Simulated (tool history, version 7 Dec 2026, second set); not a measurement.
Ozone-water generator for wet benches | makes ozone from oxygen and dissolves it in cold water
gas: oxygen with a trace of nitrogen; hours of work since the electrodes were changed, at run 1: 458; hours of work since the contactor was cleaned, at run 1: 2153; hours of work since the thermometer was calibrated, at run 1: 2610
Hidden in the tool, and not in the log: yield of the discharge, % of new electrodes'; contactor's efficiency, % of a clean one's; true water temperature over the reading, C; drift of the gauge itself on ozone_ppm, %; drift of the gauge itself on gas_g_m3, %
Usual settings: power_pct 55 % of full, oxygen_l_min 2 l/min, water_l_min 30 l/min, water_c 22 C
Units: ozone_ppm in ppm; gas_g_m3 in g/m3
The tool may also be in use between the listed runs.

run,hour,power_pct,oxygen_l_min,water_l_min,water_c,hours of work since the electrodes were changed,hours of work since the contactor was cleaned,hours of work since the thermometer was calibrated,ozone_ppm,gas_g_m3
1,0,55,2,30,22,458,2153,2610,5.98,192.3
2,13.9,55,2,30,22,472,2167,2624,6.09,194
3,43.2,55,2,30,22,500,2195,2652,5.75,194.1
4,66.5,55,2.79,30,22,522,2217,2674,6.51,164.6
5,91,55,2.79,30,22,546,2241,2698,6.46,163.9
6,115.4,55,2.79,30,22,569,2264,2721,6.51,165
7,130.6,55,2.79,30,22,584,2279,2736,6.62,163.1
8,156.6,55,2.79,30,25,609,2304,2761,6.65,164.8
9,169.9,55,1.9,30,25,622,2316,2773,5.83,198.2
10,198.8,56,2,19,22,649,2344,2801,9.6,195.8
11,212.4,55,1.72,30,14,662,2357,2814,5.93,205.9
12,225.7,55,1.72,30,14,675,2370,2827,5.89,208.1
13,242.6,55,1.72,30,14,691,2386,2843,5.8,205.6
14,256.9,41,2,30,22,705,2400,2857,4.74,156
15,286.9,74,1.36,45,17,734,2429,2886,4.02,282
16,302.3,70,1.01,30,28,749,2444,2901,5.21,317.1
17,330.5,93,3.41,28,22,776,2471,2928,10.36,211.3

Hidden state or all else? Some run-to-run changes of ozone_ppm, split into what the settings, what came in and random variation would give without the hidden state, and what is left for the hidden state (with any gauge scatter that isn't in both results):
Run 16 -> 17: power_pct 70 -> 93, oxygen_l_min 1.01 -> 3.41, water_l_min 30 -> 28, water_c 28 -> 22. ozone_ppm +5.15 ppm: hidden state -0.46, all else +5.61.

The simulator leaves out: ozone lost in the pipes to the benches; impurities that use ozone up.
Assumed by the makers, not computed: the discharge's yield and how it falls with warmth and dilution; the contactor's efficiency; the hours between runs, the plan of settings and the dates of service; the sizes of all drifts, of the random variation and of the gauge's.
